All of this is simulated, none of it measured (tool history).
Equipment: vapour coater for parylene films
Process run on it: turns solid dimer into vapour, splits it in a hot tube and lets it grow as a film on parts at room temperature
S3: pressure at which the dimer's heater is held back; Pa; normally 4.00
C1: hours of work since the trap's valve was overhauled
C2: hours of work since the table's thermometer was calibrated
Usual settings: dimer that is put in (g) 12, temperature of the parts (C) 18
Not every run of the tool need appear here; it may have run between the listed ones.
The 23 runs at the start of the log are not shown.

Run 24, day 11.033: usual settings but dimer that is put in (g) 19, temperature of the parts (C) 11, S3 2.68 Pa; C1 16; C2 333. Result: thickness of the film (nm) 4710.
Run 25, day 11.550: usual settings but dimer that is put in (g) 13, S3 5.50 Pa; C1 22; C2 340. Result: thickness of the film (nm) 2370.
Run 26, day 12.075: usual settings but dimer that is put in (g) 13, S3 5.50 Pa; C1 29; C2 346. Result: thickness of the film (nm) 2410.
Run 27, day 12.679: usual settings but dimer that is put in (g) 13, S3 5.50 Pa; C1 36; C2 353. Result: thickness of the film (nm) 2370.
Run 28, day 13.017: usual settings but dimer that is put in (g) 8, S3 2.06 Pa; C1 40; C2 357. Result: thickness of the film (nm) 1630.
Run 29, day 13.312: usual settings but dimer that is put in (g) 17, temperature of the parts (C) 10; C1 43; C2 361. Result: thickness of the film (nm) 4080.
Run 30, day 13.912: usual settings but dimer that is put in (g) 17, temperature of the parts (C) 10; C1 50; C2 368. Result: thickness of the film (nm) 4060.
Run 31, day 14.488: usual settings but dimer that is put in (g) 10; C1 57; C2 374. Result: thickness of the film (nm) 1880.
Run 32, day 15.067: usual settings but dimer that is put in (g) 17; C1 64; C2 381. Result: thickness of the film (nm) 3250.
Run 33, day 15.592: usual settings but dimer that is put in (g) 17; C1 70; C2 388. Result: thickness of the film (nm) 3160.
Run 34, day 16.183: usual settings but dimer that is put in (g) 6, S3 4.94 Pa; C1 77; C2 394. Result: thickness of the film (nm) 1110.
Run 35, day 16.454: usual settings but dimer that is put in (g) 10, temperature of the parts (C) 14; C1 80; C2 398. Result: thickness of the film (nm) 2090.
Run 36, day 17.108: usual settings but dimer that is put in (g) 7, temperature of the parts (C) 19, S3 2.28 Pa; C1 88; C2 405. Result: thickness of the film (nm) 1390.
Run 37, day 17.642: usual settings but dimer that is put in (g) 7, temperature of the parts (C) 17, S3 5.91 Pa; C1 94; C2 412. Result: thickness of the film (nm) 1240.

Consider 3 possible next runs. They are alternatives, not a sequence: every one starts from the tool as it was left by run 37. What does each give?
Run A, day 18.129: usual settings but dimer that is put in (g) 14, temperature of the parts (C) 17, S3 10.67 Pa; C1 100; C2 418. Result: thickness of the film (nm) ?.
Run B, day 18.129: usual settings but temperature of the parts (C) 25; C1 100; C2 418. Result: thickness of the film (nm) ?.
Run C, day 18.129: usual settings but dimer that is put in (g) 7, temperature of the parts (C) 19, S3 6.64 Pa; C1 100; C2 418. Result: thickness of the film (nm) ?.

run  thickness of the film (nm)
  A                        2400
  B                        1820
  C                        1170
Stripped of hidden state, with their random variation kept, the same runs would have yielded:
run  thickness of the film (nm)
  A                        2510
  B                        1910
  C                        1230
